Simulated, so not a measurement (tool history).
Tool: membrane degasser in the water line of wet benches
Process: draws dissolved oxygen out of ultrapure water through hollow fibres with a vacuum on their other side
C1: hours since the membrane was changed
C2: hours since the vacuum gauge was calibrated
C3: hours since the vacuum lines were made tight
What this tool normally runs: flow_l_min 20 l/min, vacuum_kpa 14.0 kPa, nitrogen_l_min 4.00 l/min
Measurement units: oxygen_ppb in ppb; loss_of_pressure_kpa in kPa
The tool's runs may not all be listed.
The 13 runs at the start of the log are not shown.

{"run": 14, "hour": 715.9, "flow_l_min": 20, "vacuum_kpa": 11.2, "nitrogen_l_min": 4.0, "C1": 1828, "C2": 4171, "C3": 185, "oxygen_ppb": 120.3, "loss_of_pressure_kpa": 57.28}
{"run": 15, "hour": 772.1, "flow_l_min": 20, "vacuum_kpa": 13.6, "nitrogen_l_min": 4.0, "C1": 1884, "C2": 4227, "C3": 241, "oxygen_ppb": 148.2, "loss_of_pressure_kpa": 57.18}
{"run": 16, "hour": 822.5, "flow_l_min": 20, "vacuum_kpa": 13.6, "nitrogen_l_min": 4.0, "C1": 1935, "C2": 4277, "C3": 291, "oxygen_ppb": 147.8, "loss_of_pressure_kpa": 57.05}
{"run": 17, "hour": 873.9, "flow_l_min": 20, "vacuum_kpa": 13.6, "nitrogen_l_min": 4.0, "C1": 1986, "C2": 4329, "C3": 343, "oxygen_ppb": 148.1, "loss_of_pressure_kpa": 56.94}
{"run": 18, "hour": 915.0, "flow_l_min": 17, "vacuum_kpa": 14.0, "nitrogen_l_min": 3.67, "C1": 2027, "C2": 4370, "C3": 384, "oxygen_ppb": 135.1, "loss_of_pressure_kpa": 48.05}
{"run": 19, "hour": 978.1, "flow_l_min": 13, "vacuum_kpa": 25.5, "nitrogen_l_min": 4.34, "C1": 2090, "C2": 4433, "C3": 447, "oxygen_ppb": 163.6, "loss_of_pressure_kpa": 37.21}
{"run": 20, "hour": 1021.7, "flow_l_min": 20, "vacuum_kpa": 28.1, "nitrogen_l_min": 1.9, "C1": 2134, "C2": 4477, "C3": 491, "oxygen_ppb": 602.7, "loss_of_pressure_kpa": 56.77}
{"run": 21, "hour": 1059.0, "flow_l_min": 25, "vacuum_kpa": 28.0, "nitrogen_l_min": 4.23, "C1": 2171, "C2": 4514, "C3": 528, "oxygen_ppb": 391.4, "loss_of_pressure_kpa": 70.97}
{"run": 22, "hour": 1130.1, "flow_l_min": 28, "vacuum_kpa": 28.0, "nitrogen_l_min": 2.19, "C1": 2242, "C2": 4585, "C3": 599, "oxygen_ppb": 751.3, "loss_of_pressure_kpa": 79.63}
{"run": 23, "hour": 1165.9, "flow_l_min": 20, "vacuum_kpa": 14.0, "nitrogen_l_min": 10.81, "C1": 2278, "C2": 4621, "C3": 635, "oxygen_ppb": 73.6, "loss_of_pressure_kpa": 56.73}
{"run": 24, "hour": 1202.9, "flow_l_min": 20, "vacuum_kpa": 14.0, "nitrogen_l_min": 10.81, "C1": 2315, "C2": 4658, "C3": 672, "oxygen_ppb": 73.8, "loss_of_pressure_kpa": 56.75}
{"run": 25, "hour": 1242.5, "flow_l_min": 27, "vacuum_kpa": 14.0, "nitrogen_l_min": 4.0, "C1": 2355, "C2": 4697, "C3": 711, "oxygen_ppb": 253.9, "loss_of_pressure_kpa": 76.44}
{"run": 26, "hour": 1283.8, "flow_l_min": 14, "vacuum_kpa": 14.0, "nitrogen_l_min": 2.73, "C1": 2396, "C2": 4739, "C3": 753, "oxygen_ppb": 137.6, "loss_of_pressure_kpa": 40.04}
{"run": 27, "hour": 1321.3, "flow_l_min": 14, "vacuum_kpa": 14.0, "nitrogen_l_min": 2.73, "C1": 2434, "C2": 4776, "C3": 790, "oxygen_ppb": 138.4, "loss_of_pressure_kpa": 39.79}
{"run": 28, "hour": 1362.3, "flow_l_min": 12, "vacuum_kpa": 29.7, "nitrogen_l_min": 2.73, "C1": 2475, "C2": 4817, "C3": 831, "oxygen_ppb": 284.9, "loss_of_pressure_kpa": 34.17}
{"run": 29, "hour": 1442.7, "flow_l_min": 20, "vacuum_kpa": 10.1, "nitrogen_l_min": 5.53, "C1": 2555, "C2": 4898, "C3": 912, "oxygen_ppb": 86.9, "loss_of_pressure_kpa": 56.32}
{"run": 30, "hour": 1518.7, "flow_l_min": 20, "vacuum_kpa": 10.1, "nitrogen_l_min": 5.53, "C1": 2631, "C2": 4973, "C3": 987, "oxygen_ppb": 85.0, "loss_of_pressure_kpa": 56.49}
{"run": 31, "hour": 1576.9, "flow_l_min": 20, "vacuum_kpa": 10.1, "nitrogen_l_min": 5.53, "C1": 2689, "C2": 5032, "C3": 1046, "oxygen_ppb": 84.3, "loss_of_pressure_kpa": 56.36}

What if the next run were any one of these 4? Each begins from the tool's condition after run 31:
{"run": "A", "hour": 1632.3, "flow_l_min": 18, "vacuum_kpa": 15.5, "nitrogen_l_min": 7.16, "C1": 2745, "C2": 5087, "C3": 1101, "oxygen_ppb": "?", "loss_of_pressure_kpa": "?"}
{"run": "B", "hour": 1632.3, "flow_l_min": 31, "vacuum_kpa": 9.4, "nitrogen_l_min": 6.69, "C1": 2745, "C2": 5087, "C3": 1101, "oxygen_ppb": "?", "loss_of_pressure_kpa": "?"}
{"run": "C", "hour": 1632.3, "flow_l_min": 32, "vacuum_kpa": 10.1, "nitrogen_l_min": 4.66, "C1": 2745, "C2": 5087, "C3": 1101, "oxygen_ppb": "?", "loss_of_pressure_kpa": "?"}
{"run": "D", "hour": 1632.3, "flow_l_min": 18, "vacuum_kpa": 10.1, "nitrogen_l_min": 5.53, "C1": 2745, "C2": 5087, "C3": 1101, "oxygen_ppb": "?", "loss_of_pressure_kpa": "?"}

run=A oxygen_ppb=90.8 loss_of_pressure_kpa=50.65
run=B oxygen_ppb=193.7 loss_of_pressure_kpa=87.04
run=C oxygen_ppb=245.5 loss_of_pressure_kpa=90.06
run=D oxygen_ppb=69.9 loss_of_pressure_kpa=50.67
Had the tool no hidden state, the same runs would have come out as:
run=A oxygen_ppb=90.7 loss_of_pressure_kpa=51.84
run=B oxygen_ppb=193.5 loss_of_pressure_kpa=89.09
run=C oxygen_ppb=245.2 loss_of_pressure_kpa=92.19
run=D oxygen_ppb=69.9 loss_of_pressure_kpa=51.87
